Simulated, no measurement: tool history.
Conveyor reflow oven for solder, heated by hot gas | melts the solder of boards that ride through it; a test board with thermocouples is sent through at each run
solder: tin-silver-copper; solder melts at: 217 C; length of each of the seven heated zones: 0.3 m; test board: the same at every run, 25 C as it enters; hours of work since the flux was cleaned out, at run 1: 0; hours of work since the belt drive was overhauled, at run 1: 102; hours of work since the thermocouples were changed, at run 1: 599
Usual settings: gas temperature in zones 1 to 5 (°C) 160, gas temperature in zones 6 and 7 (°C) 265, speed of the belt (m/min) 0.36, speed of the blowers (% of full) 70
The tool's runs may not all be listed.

run	hour	gas temperature in zones 1 to 5 (°C)	gas temperature in zones 6 and 7 (°C)	speed of the belt (m/min)	speed of the blowers (% of full)	hours of work since the flux was cleaned out	hours of work since the belt drive was overhauled	hours of work since the thermocouples were changed	highest temperature of the board (°C)	time above the solder's melting point (s)
1	0	160	265	0.36	70	0	102	599	250.8	68.7
2	18.4	160	265	0.36	70	9	111	608	250.6	68.9
3	47.8	160	265	0.302	70	23	125	623	255.1	89.7
4	67.3	160	265	0.302	70	33	134	632	255.3	89.4
5	87.6	160	265	0.302	70	43	144	642	255.3	89.3
6	113.2	160	265	0.302	70	55	157	655	254.9	89.1
7	126.1	174	265	0.36	70	62	163	661	252.1	75.8
8	155.2	160	265	0.36	70	76	177	675	250.8	68.4
9	168	160	257	0.36	70	82	184	681	243.2	61.2
10	184.7	160	257	0.36	70	90	192	690	243.4	61.1
11	207	160	257	0.36	68	101	203	700	243.2	60
12	226.3	160	257	0.36	68	110	212	710	243	60.4
13	243.5	156	265	0.341	70	119	221	718	251.2	72.7
14	258	156	265	0.341	70	126	228	725	251.2	72.7
15	279.3	163	260	0.383	85	136	238	736	246.7	62.8
16	299.4	163	260	0.383	85	146	248	746	246.8	62.1
17	322.2	160	273	0.36	70	157	259	757	257.3	74.6
18	347.2	160	265	0.36	75	170	271	769	250.7	69.6
19	373.6	175	256	0.406	54	182	284	782	238.7	51
20	392.3	160	259	0.36	56	192	293	791	242.9	58.6
21	407.7	160	265	0.409	70	199	301	798	246	54.8
22	424.7	160	265	0.409	70	207	309	807	246.1	54.7
23	445.8	174	257	0.294	67	218	319	817	249.4	93.3

3 ways to go on from here, each from the tool as it stands after run 23. What would each give?
A	472	173	265	0.36	70	230	332	830	?	?
B	472	174	266	0.294	67	230	332	830	?	?
C	472	174	278	0.316	62	230	332	830	?	?

run	highest temperature of the board (°C)	time above the solder's melting point (s)
A	251.7	75.9
B	257.5	100.7
C	266.1	98.5
Without the tool's hidden state the same runs would have given:
run	highest temperature of the board (°C)	time above the solder's melting point (s)
A	251.8	76
B	257.5	100.8
C	266.2	98.5
